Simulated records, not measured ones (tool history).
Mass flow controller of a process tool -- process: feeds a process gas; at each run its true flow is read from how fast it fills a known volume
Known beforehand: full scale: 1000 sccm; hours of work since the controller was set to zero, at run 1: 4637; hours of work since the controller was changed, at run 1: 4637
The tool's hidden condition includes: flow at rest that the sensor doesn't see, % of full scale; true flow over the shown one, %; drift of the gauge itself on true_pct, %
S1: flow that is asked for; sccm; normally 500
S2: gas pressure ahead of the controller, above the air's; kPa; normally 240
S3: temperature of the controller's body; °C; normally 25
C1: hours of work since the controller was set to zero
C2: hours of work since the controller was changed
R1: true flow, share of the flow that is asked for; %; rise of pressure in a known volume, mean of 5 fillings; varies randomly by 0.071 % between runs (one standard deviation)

{"run": 1, "hour": 0.0, "S1": 500, "S2": 240, "S3": 25, "C1": 4637, "C2": 4637, "R1": 100.99}
{"run": 2, "hour": 136.4, "S1": 500, "S2": 240, "S3": 32, "C1": 4741, "C2": 4741, "R1": 100.24}
{"run": 3, "hour": 279.4, "S1": 500, "S2": 240, "S3": 32, "C1": 4850, "C2": 4850, "R1": 100.25}
{"run": 4, "hour": 411.2, "S1": 227, "S2": 240, "S3": 25, "C1": 4951, "C2": 4951, "R1": 101.28}
{"run": 5, "hour": 558.7, "S1": 227, "S2": 240, "S3": 25, "C1": 5063, "C2": 5063, "R1": 101.36}
{"run": 6, "hour": 703.2, "S1": 273, "S2": 240, "S3": 25, "C1": 5174, "C2": 5174, "R1": 101.34}
{"run": 7, "hour": 935.8, "S1": 273, "S2": 240, "S3": 25, "C1": 5351, "C2": 5351, "R1": 101.43}
{"run": 8, "hour": 1182.1, "S1": 273, "S2": 240, "S3": 25, "C1": 5539, "C2": 5539, "R1": 101.37}
{"run": 9, "hour": 1350.8, "S1": 189, "S2": 240, "S3": 25, "C1": 5667, "C2": 5667, "R1": 101.97}
{"run": 10, "hour": 1515.7, "S1": 500, "S2": 240, "S3": 25, "C1": 5793, "C2": 5793, "R1": 101.22}
{"run": 11, "hour": 1708.2, "S1": 500, "S2": 240, "S3": 25, "C1": 5940, "C2": 5940, "R1": 101.4}
{"run": 12, "hour": 1973.5, "S1": 500, "S2": 240, "S3": 25, "C1": 6142, "C2": 6142, "R1": 101.4}
{"run": 13, "hour": 2141.0, "S1": 500, "S2": 180, "S3": 25, "C1": 6270, "C2": 6270, "R1": 101.75}
{"run": 14, "hour": 2362.6, "S1": 500, "S2": 180, "S3": 25, "C1": 6439, "C2": 6439, "R1": 101.76}
{"run": 15, "hour": 2540.1, "S1": 500, "S2": 180, "S3": 25, "C1": 6574, "C2": 6574, "R1": 101.96}
{"run": 16, "hour": 2697.8, "S1": 500, "S2": 180, "S3": 25, "C1": 6695, "C2": 6695, "R1": 101.86}
{"run": 17, "hour": 2832.2, "S1": 500, "S2": 180, "S3": 25, "C1": 6797, "C2": 6797, "R1": 101.91}
{"run": 18, "hour": 3065.6, "S1": 500, "S2": 180, "S3": 25, "C1": 6975, "C2": 6975, "R1": 101.97}
{"hour": 3080.5, "done": "controller's zero set anew"}
{"run": 19, "hour": 3270.8, "S1": 415, "S2": 240, "S3": 25, "C1": 145, "C2": 7131, "R1": 102.2}
{"run": 20, "hour": 3484.4, "S1": 415, "S2": 240, "S3": 25, "C1": 308, "C2": 7294, "R1": 102.24}
{"run": 21, "hour": 3650.7, "S1": 415, "S2": 240, "S3": 25, "C1": 435, "C2": 7421, "R1": 102.21}
{"run": 22, "hour": 3906.0, "S1": 117, "S2": 240, "S3": 25, "C1": 630, "C2": 7616, "R1": 104.82}
{"run": 23, "hour": 4060.5, "S1": 117, "S2": 173, "S3": 25, "C1": 747, "C2": 7734, "R1": 105.33}
{"run": 24, "hour": 4264.8, "S1": 500, "S2": 240, "S3": 25, "C1": 903, "C2": 7889, "R1": 102.26}
{"hour": 4519.6, "done": "controller's zero set anew, once more"}
{"run": 25, "hour": 4534.0, "S1": 500, "S2": 240, "S3": 25, "C1": 11, "C2": 8094, "R1": 101.53}
{"hour": 4662.6, "done": "controller exchanged for a calibrated one"}
{"run": 26, "hour": 4790.6, "S1": 458, "S2": 260, "S3": 26, "C1": 98, "C2": 98, "R1": 99.42}
{"run": 27, "hour": 4962.1, "S1": 458, "S2": 229, "S3": 35, "C1": 228, "C2": 228, "R1": 98.5}
{"run": 28, "hour": 5101.2, "S1": 776, "S2": 175, "S3": 23, "C1": 334, "C2": 334, "R1": 100.34}
{"run": 29, "hour": 5337.8, "S1": 500, "S2": 197, "S3": 32, "C1": 515, "C2": 515, "R1": 99.24}
{"run": 30, "hour": 5567.5, "S1": 234, "S2": 208, "S3": 36, "C1": 690, "C2": 690, "R1": 98.68}
{"run": 31, "hour": 5790.1, "S1": 833, "S2": 230, "S3": 23, "C1": 860, "C2": 860, "R1": 100.26}
{"run": 32, "hour": 5909.8, "S1": 157, "S2": 263, "S3": 25, "C1": 951, "C2": 951, "R1": 99.61}
{"run": 33, "hour": 6083.4, "S1": 157, "S2": 263, "S3": 25, "C1": 1084, "C2": 1084, "R1": 99.79}
{"run": 34, "hour": 6260.3, "S1": 157, "S2": 263, "S3": 25, "C1": 1218, "C2": 1218, "R1": 99.91}
{"run": 35, "hour": 6389.8, "S1": 500, "S2": 231, "S3": 25, "C1": 1317, "C2": 1317, "R1": 100.05}
{"run": 36, "hour": 6619.1, "S1": 500, "S2": 231, "S3": 25, "C1": 1492, "C2": 1492, "R1": 100.13}
{"run": 37, "hour": 6790.8, "S1": 500, "S2": 231, "S3": 25, "C1": 1623, "C2": 1623, "R1": 100.06}
{"run": 38, "hour": 7022.6, "S1": 443, "S2": 231, "S3": 38, "C1": 1800, "C2": 1800, "R1": 98.87}
{"run": 39, "hour": 7162.7, "S1": 443, "S2": 231, "S3": 38, "C1": 1907, "C2": 1907, "R1": 98.75}
{"run": 40, "hour": 7332.2, "S1": 443, "S2": 231, "S3": 38, "C1": 2036, "C2": 2036, "R1": 98.94}
{"run": 41, "hour": 7601.3, "S1": 101, "S2": 187, "S3": 38, "C1": 2241, "C2": 2241, "R1": 99.7}
{"run": 42, "hour": 7765.5, "S1": 958, "S2": 164, "S3": 24, "C1": 2366, "C2": 2366, "R1": 100.9}
{"run": 43, "hour": 7964.7, "S1": 747, "S2": 164, "S3": 20, "C1": 2518, "C2": 2518, "R1": 101.34}
{"run": 44, "hour": 8244.0, "S1": 747, "S2": 164, "S3": 20, "C1": 2731, "C2": 2731, "R1": 101.4}
{"run": 45, "hour": 8382.9, "S1": 156, "S2": 164, "S3": 35, "C1": 2837, "C2": 2837, "R1": 100.04}
{"run": 46, "hour": 8502.0, "S1": 118, "S2": 170, "S3": 22, "C1": 2928, "C2": 2928, "R1": 101.72}
{"run": 47, "hour": 8721.1, "S1": 906, "S2": 264, "S3": 35, "C1": 3095, "C2": 3095, "R1": 99.6}

Each row is a separate what-if for the run after 47, all from the same tool condition, not one after another. Results?
{"run": "A", "hour": 8975.4, "S1": 906, "S2": 156, "S3": 35, "C1": 3289, "C2": 3289, "R1": "?"}
{"run": "B", "hour": 8975.4, "S1": 906, "S2": 267, "S3": 35, "C1": 3289, "C2": 3289, "R1": "?"}
{"run": "C", "hour": 8975.4, "S1": 507, "S2": 211, "S3": 22, "C1": 3289, "C2": 3289, "R1": "?"}
{"run": "D", "hour": 8975.4, "S1": 205, "S2": 264, "S3": 20, "C1": 3289, "C2": 3289, "R1": "?"}

run=A R1=100.17
run=B R1=99.67
run=C R1=101.02
run=D R1=101.13
Without the tool's hidden state the same runs would have given:
run=A R1=99.14
run=B R1=98.64
run=C R1=99.87
run=D R1=99.56

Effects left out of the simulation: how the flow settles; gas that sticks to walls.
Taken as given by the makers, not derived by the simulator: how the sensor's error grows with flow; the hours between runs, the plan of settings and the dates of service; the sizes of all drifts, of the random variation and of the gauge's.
